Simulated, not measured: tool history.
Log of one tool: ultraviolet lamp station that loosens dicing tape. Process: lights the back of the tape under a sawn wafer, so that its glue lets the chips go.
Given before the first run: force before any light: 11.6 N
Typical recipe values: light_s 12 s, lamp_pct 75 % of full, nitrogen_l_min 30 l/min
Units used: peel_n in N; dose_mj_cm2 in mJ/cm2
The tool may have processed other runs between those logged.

| run | hour | light_s | lamp_pct | nitrogen_l_min | peel_n | dose_mj_cm2 |
|---|---|---|---|---|---|---|
| 1 | 0.0 | 12 | 75 | 30 | 0.564 | 237 |
| 2 | 14.7 | 12 | 75 | 30 | 0.579 | 239 |
| 3 | 31.6 | 12 | 75 | 30 | 0.570 | 234 |
| 4 | 58.5 | 12 | 75 | 30 | 0.574 | 231 |
| 5 | 88.1 | 12 | 75 | 30 | 0.579 | 233 |
| 6 | 108.9 | 12 | 67 | 30 | 0.782 | 201 |
| 7 | 125.3 | 12 | 67 | 30 | 0.778 | 205 |
| 8 | 139.5 | 12 | 74 | 30 | 0.620 | 223 |

Run 9 has not been measured yet. What should we expect?
| 9 | 169.1 | 12 | 74 | 30 | ? | ? |

Run 9 yielded peel_n 0.640 N, dose_mj_cm2 220 mJ/cm2.
On a tool with no hidden condition, and with the same random variation, this run would have come out at peel_n 0.393 N, dose_mj_cm2 278 mJ/cm2.
